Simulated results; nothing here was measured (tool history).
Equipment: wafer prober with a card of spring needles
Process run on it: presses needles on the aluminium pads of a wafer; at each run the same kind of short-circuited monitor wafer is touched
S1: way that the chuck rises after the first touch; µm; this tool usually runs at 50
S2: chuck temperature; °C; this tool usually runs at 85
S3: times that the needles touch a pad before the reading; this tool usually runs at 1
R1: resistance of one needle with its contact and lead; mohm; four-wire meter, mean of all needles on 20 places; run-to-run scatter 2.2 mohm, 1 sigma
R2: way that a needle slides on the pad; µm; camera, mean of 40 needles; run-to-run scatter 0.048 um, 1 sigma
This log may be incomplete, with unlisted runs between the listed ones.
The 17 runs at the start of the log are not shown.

| run | day | S1 | S2 | S3 | R1 | R2 |
|---|---|---|---|---|---|---|
|  | 15.146 | tips cleaned on abrasive film |
|  | 15.700 | tips cleaned on abrasive film |
| 18 | 15.808 | 50 | 36 | 2 | 262 | 9.03 |
|  | 16.317 | tips cleaned on abrasive film |
| 19 | 16.804 | 44 | 51 | 3 | 285 | 7.95 |
|  | 16.925 | tips cleaned on abrasive film |
|  | 17.571 | tips cleaned on abrasive film |
| 20 | 17.892 | 66 | 73 | 1 | 284 | 11.86 |
|  | 18.192 | tips cleaned on abrasive film |
|  | 18.204 | height of the first contact set anew |
| 21 | 18.612 | 66 | 73 | 1 | 283 | 12.18 |
|  | 18.758 | tips cleaned on abrasive film |
|  | 19.321 | tips cleaned on abrasive film |
| 22 | 19.633 | 40 | 26 | 2 | 295 | 7.35 |
|  | 19.925 | tips cleaned on abrasive film |
| 23 | 20.225 | 40 | 66 | 3 | 292 | 7.34 |
|  | 20.512 | tips cleaned on abrasive film |
|  | 21.058 | tips cleaned on abrasive film |
| 24 | 21.129 | 40 | 66 | 3 | 270 | 7.29 |
|  | 21.667 | tips cleaned on abrasive film |
| 25 | 22.033 | 40 | 72 | 3 | 293 | 7.29 |
|  | 22.271 | tips cleaned on abrasive film |
|  | 22.829 | tips cleaned on abrasive film |
| 26 | 23.312 | 50 | 25 | 2 | 285 | 8.97 |
|  | 23.433 | tips cleaned on abrasive film |
|  | 24.025 | tips cleaned on abrasive film |
| 27 | 24.046 | 39 | 85 | 3 | 267 | 7.11 |
|  | 24.650 | tips cleaned on abrasive film |
| 28 | 24.925 | 50 | 72 | 1 | 313 | 8.95 |
|  | 25.196 | tips cleaned on abrasive film |
| 29 | 25.554 | 39 | 27 | 1 | 357 | 7.03 |
|  | 25.788 | tips cleaned on abrasive film |
|  | 26.375 | tips cleaned on abrasive film |
| 30 | 26.379 | 35 | 39 | 2 | 259 | 6.19 |
|  | 26.975 | tips cleaned on abrasive film |
|  | 27.546 | tips cleaned on abrasive film |
| 31 | 27.554 | 56 | 39 | 2 | 243 | 10.04 |

4 options for the next run, each taken on its own from the tool as it stands now. Forecast them:
|  | 27.800 | height of the first contact set anew |
|  | 28.162 | tips cleaned on abrasive film |
| A | 28.504 | 56 | 28 | 2 | ? | ? |
|  | 27.800 | height of the first contact set anew |
|  | 28.162 | tips cleaned on abrasive film |
| B | 28.504 | 38 | 27 | 3 | ? | ? |
|  | 27.800 | height of the first contact set anew |
|  | 28.162 | tips cleaned on abrasive film |
| C | 28.504 | 48 | 40 | 1 | ? | ? |
|  | 27.800 | height of the first contact set anew |
|  | 28.162 | tips cleaned on abrasive film |
| D | 28.504 | 47 | 39 | 2 | ? | ? |

| run | R1 | R2 |
|---|---|---|
| A | 276 | 10.27 |
| B | 288 | 6.95 |
| C | 318 | 8.89 |
| D | 287 | 8.59 |
With the hidden condition removed and each run's random variation left untouched, the same runs would have given:
| run | R1 | R2 |
|---|---|---|
| A | 236 | 10.28 |
| B | 238 | 6.97 |
| C | 236 | 8.91 |
| D | 234 | 8.60 |

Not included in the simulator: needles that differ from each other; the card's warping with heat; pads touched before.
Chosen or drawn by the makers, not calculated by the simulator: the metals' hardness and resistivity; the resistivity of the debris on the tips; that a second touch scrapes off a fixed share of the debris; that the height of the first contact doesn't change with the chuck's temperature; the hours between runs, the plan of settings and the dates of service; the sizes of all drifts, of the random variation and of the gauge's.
